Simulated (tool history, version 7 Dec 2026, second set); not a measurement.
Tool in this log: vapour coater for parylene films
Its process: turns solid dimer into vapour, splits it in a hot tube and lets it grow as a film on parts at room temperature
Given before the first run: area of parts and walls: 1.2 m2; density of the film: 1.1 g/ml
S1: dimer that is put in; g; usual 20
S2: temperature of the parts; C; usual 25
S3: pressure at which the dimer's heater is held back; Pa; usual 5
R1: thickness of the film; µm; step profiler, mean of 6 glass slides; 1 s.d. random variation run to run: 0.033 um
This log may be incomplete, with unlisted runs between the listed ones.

| run | day | S1 | S2 | S3 | R1 |
|---|---|---|---|---|---|
| 1 | 0 | 20 | 25 | 5 | 10.32 |
| 2 | 1.55 | 20 | 34 | 5 | 8.25 |
| 3 | 2.442 | 20 | 34 | 5 | 8.15 |
| 4 | 3.238 | 20 | 25 | 5 | 10.37 |
| 5 | 4.571 | 20 | 24 | 5 | 10.51 |
| 6 | 6.008 | 20 | 24 | 5 | 10.6 |
| 7 | 7.425 | 20 | 22 | 5 | 11.12 |
| 8 | 8.629 | 20 | 25 | 5 | 10.37 |
| 9 | 10.408 | 20 | 25 | 5 | 10.34 |
|  | 11.958 | trap's valve overhauled |
| 10 | 12.35 | 19 | 25 | 5 | 9.86 |
| 11 | 13.558 | 19 | 25 | 5 | 9.87 |
| 12 | 15.525 | 25 | 20 | 7.67 | 13.96 |
| 13 | 17.271 | 25 | 20 | 7.67 | 14.05 |
| 14 | 18.817 | 15 | 19 | 3.01 | 9.54 |
| 15 | 20 | 18 | 22 | 5 | 10.05 |
| 16 | 21.788 | 30 | 20 | 5 | 17.56 |
| 17 | 23.346 | 9 | 34 | 4.8 | 3.71 |
| 18 | 25.133 | 16 | 35 | 6.28 | 6.26 |
| 19 | 25.946 | 20 | 32 | 5.36 | 8.58 |
| 20 | 27.471 | 20 | 33 | 2.02 | 9.33 |
| 21 | 28.404 | 20 | 33 | 2.02 | 9.33 |
| 22 | 29.362 | 34 | 21 | 5 | 19.59 |

Consider 3 possible next runs. They are alternatives, not a sequence: every one starts from the tool as it was left by run 22. What does each give?
| A | 30.958 | 11 | 35 | 10.16 | ? |
| B | 30.958 | 15 | 34 | 5 | ? |
| C | 30.958 | 20 | 33 | 7.35 | ? |

| run | R1 |
|---|---|
| A | 4.08 |
| B | 6.15 |
| C | 8.06 |
Stripped of hidden state, with their random variation kept, the same runs would have yielded:
| run | R1 |
|---|---|
| A | 4.09 |
| B | 6.16 |
| C | 8.07 |
